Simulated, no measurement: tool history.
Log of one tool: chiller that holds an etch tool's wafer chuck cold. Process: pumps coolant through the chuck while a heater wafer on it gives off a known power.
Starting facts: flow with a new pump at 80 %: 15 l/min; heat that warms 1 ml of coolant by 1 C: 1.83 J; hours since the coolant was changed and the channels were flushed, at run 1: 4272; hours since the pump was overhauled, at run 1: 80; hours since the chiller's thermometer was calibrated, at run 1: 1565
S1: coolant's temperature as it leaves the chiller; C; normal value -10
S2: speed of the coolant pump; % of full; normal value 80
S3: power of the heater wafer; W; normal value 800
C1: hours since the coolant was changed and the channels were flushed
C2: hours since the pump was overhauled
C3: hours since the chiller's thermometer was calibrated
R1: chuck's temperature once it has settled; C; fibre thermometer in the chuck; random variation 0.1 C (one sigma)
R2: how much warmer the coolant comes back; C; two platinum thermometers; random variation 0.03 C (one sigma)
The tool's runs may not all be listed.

Run 1, hour 0.0: usual settings; C1 4272; C2 80; C3 1565. Result: R1 -1.5 C, R2 1.76 C.
Run 2, hour 30.3: usual settings; C1 4302; C2 110; C3 1595. Result: R1 -1.4 C, R2 1.69 C.
Run 3, hour 45.9: usual settings; C1 4318; C2 126; C3 1611. Result: R1 -1.7 C, R2 1.75 C.
Run 4, hour 61.4: usual settings; C1 4333; C2 141; C3 1626. Result: R1 -1.4 C, R2 1.76 C.
Run 5, hour 94.2: usual settings; C1 4366; C2 174; C3 1659. Result: R1 -1.6 C, R2 1.76 C.
Run 6, hour 121.2: usual settings but S3 751 W; C1 4393; C2 201; C3 1686. Result: R1 -1.8 C, R2 1.64 C.
Run 7, hour 144.8: usual settings but S3 751 W; C1 4417; C2 225; C3 1709. Result: R1 -2.0 C, R2 1.58 C.
Run 8, hour 163.6: usual settings but S3 751 W; C1 4435; C2 243; C3 1728. Result: R1 -2.0 C, R2 1.60 C.
Run 9, hour 194.5: usual settings; C1 4466; C2 274; C3 1759. Result: R1 -1.5 C, R2 1.72 C.
Run 10, hour 219.5: usual settings; C1 4491; C2 299; C3 1784. Result: R1 -1.5 C, R2 1.72 C.
Run 11, hour 243.8: usual settings; C1 4515; C2 324; C3 1808. Result: R1 -1.4 C, R2 1.72 C.
Run 12, hour 272.6: usual settings; C1 4544; C2 352; C3 1837. Result: R1 -1.5 C, R2 1.79 C.
Run 13, hour 296.7: usual settings; C1 4568; C2 376; C3 1861. Result: R1 -1.3 C, R2 1.76 C.
Run 14, hour 325.0: usual settings but S2 91 % of full, S3 408 W; C1 4597; C2 405; C3 1890. Result: R1 -6.0 C, R2 0.81 C.
Run 15, hour 346.0: usual settings but S2 91 % of full, S3 408 W; C1 4618; C2 426; C3 1911. Result: R1 -6.0 C, R2 0.77 C.
Run 16, hour 363.8: usual settings but S2 91 % of full, S3 408 W; C1 4635; C2 444; C3 1928. Result: R1 -6.1 C, R2 0.72 C.
Run 17, hour 390.3: usual settings but S1 -12 C, S2 91 % of full, S3 624 W; C1 4662; C2 470; C3 1955. Result: R1 -5.6 C, R2 1.19 C.
Run 18, hour 412.1: usual settings but S1 -12 C, S2 74 % of full, S3 661 W; C1 4684; C2 492; C3 1977. Result: R1 -4.3 C, R2 1.60 C.
Run 19, hour 437.1: usual settings but S1 -7 C, S2 75 % of full, S3 801 W; C1 4709; C2 517; C3 2002. Result: R1 1.9 C, R2 1.88 C.
Run 20, hour 458.1: usual settings but S1 -7 C, S2 76 % of full, S3 801 W; C1 4730; C2 538; C3 2023. Result: R1 2.2 C, R2 1.85 C.

Run 21 comes next. What will it give?
Run 21, hour 486.2: usual settings but S1 -7 C, S2 76 % of full, S3 801 W; C1 4758; C2 566; C3 2051. Result: R1 ?, R2 ?.

{"run 21": {"R1": 1.9, "R2": 1.85}}
Had the tool carried no hidden state, the very same run would have given R1 0.7 C, R2 1.84 C.

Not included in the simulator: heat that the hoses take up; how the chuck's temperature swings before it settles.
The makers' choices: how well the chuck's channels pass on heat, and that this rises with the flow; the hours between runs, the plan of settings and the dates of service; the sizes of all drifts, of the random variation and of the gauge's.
